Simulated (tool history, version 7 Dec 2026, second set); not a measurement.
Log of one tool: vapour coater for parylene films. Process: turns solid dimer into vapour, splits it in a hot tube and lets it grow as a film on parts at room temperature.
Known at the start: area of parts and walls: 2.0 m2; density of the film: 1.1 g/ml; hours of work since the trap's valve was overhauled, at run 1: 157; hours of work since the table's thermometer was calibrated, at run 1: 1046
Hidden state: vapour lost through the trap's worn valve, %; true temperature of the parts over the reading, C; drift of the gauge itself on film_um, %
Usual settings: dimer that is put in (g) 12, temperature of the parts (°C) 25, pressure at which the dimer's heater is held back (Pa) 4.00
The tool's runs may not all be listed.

| run | hour | dimer that is put in (g) | temperature of the parts (°C) | pressure at which the dimer's heater is held back (Pa) | hours of work since the trap's valve was overhauled | hours of work since the table's thermometer was calibrated | thickness of the film (µm) |
|---|---|---|---|---|---|---|---|
| 1 | 0.0 | 12 | 25 | 4.00 | 157 | 1046 | 3.14 |
| 2 | 37.3 | 12 | 25 | 4.00 | 178 | 1067 | 3.17 |
| 3 | 67.1 | 12 | 25 | 4.00 | 195 | 1084 | 3.13 |
| 4 | 101.4 | 12 | 25 | 4.00 | 214 | 1104 | 3.16 |
| 5 | 130.1 | 12 | 25 | 4.00 | 231 | 1120 | 3.16 |
| 6 | 166.9 | 12 | 25 | 4.00 | 252 | 1141 | 3.11 |
| 7 | 191.9 | 12 | 25 | 4.00 | 266 | 1155 | 3.16 |
| 8 | 214.9 | 12 | 25 | 4.00 | 279 | 1168 | 3.16 |
| 9 | 248.6 | 12 | 25 | 4.00 | 298 | 1188 | 3.16 |
| 10 | 289.9 | 12 | 25 | 4.00 | 322 | 1211 | 3.19 |
| 11 | 319.3 | 12 | 25 | 4.00 | 339 | 1228 | 3.16 |
| 12 | 344.4 | 12 | 25 | 4.00 | 353 | 1242 | 3.20 |
| 13 | 365.5 | 12 | 25 | 4.00 | 365 | 1254 | 3.16 |
| 14 | 391.7 | 12 | 25 | 4.00 | 380 | 1269 | 3.15 |
| 15 | 424.0 | 12 | 25 | 4.00 | 398 | 1288 | 3.16 |
|  | 433.9 | trap's valve overhauled |
| 16 | 461.6 | 12 | 25 | 4.00 | 16 | 1307 | 3.19 |
| 17 | 499.7 | 12 | 25 | 5.99 | 38 | 1329 | 2.95 |
| 18 | 540.2 | 12 | 25 | 5.99 | 61 | 1352 | 2.90 |
| 19 | 574.2 | 12 | 25 | 5.99 | 80 | 1371 | 2.88 |
| 20 | 606.5 | 12 | 25 | 4.00 | 99 | 1390 | 3.21 |
| 21 | 630.0 | 12 | 25 | 4.00 | 112 | 1403 | 3.17 |
| 22 | 669.9 | 12 | 25 | 4.00 | 135 | 1426 | 3.16 |
| 23 | 697.0 | 12 | 25 | 4.00 | 150 | 1441 | 3.13 |
| 24 | 743.5 | 12 | 25 | 4.00 | 177 | 1468 | 3.20 |
| 25 | 782.9 | 7 | 27 | 7.31 | 199 | 1490 | 1.51 |
| 26 | 803.4 | 9 | 23 | 2.16 | 211 | 1502 | 2.88 |
| 27 | 846.6 | 18 | 32 | 7.92 | 235 | 1527 | 3.28 |
| 28 | 871.9 | 12 | 29 | 2.42 | 250 | 1541 | 3.01 |
| 29 | 915.4 | 12 | 29 | 2.42 | 275 | 1566 | 3.01 |
|  | 932.8 | table's thermometer calibrated |
| 30 | 963.7 | 12 | 29 | 2.42 | 302 | 18 | 2.96 |
| 31 | 1008.8 | 18 | 30 | 4.00 | 327 | 43 | 3.91 |
| 32 | 1039.8 | 10 | 19 | 6.45 | 345 | 61 | 3.05 |
| 33 | 1061.2 | 8 | 25 | 3.29 | 357 | 73 | 2.13 |
| 34 | 1105.2 | 9 | 36 | 4.17 | 382 | 98 | 1.57 |
|  | 1144.5 | trap's valve overhauled |
| 35 | 1155.3 | 20 | 21 | 4.00 | 6 | 125 | 6.08 |
| 36 | 1190.2 | 20 | 21 | 4.00 | 26 | 145 | 6.11 |
| 37 | 1214.0 | 20 | 21 | 4.00 | 40 | 158 | 6.12 |
| 38 | 1258.4 | 20 | 21 | 4.00 | 65 | 183 | 6.09 |

The next listed run, before its measurement:
| 39 | 1290.9 | 7 | 22 | 8.23 | 83 | 202 | ? |

thickness of the film (µm): 1.80
Without the tool's hidden state the same run would have given thickness of the film (µm) 1.80.
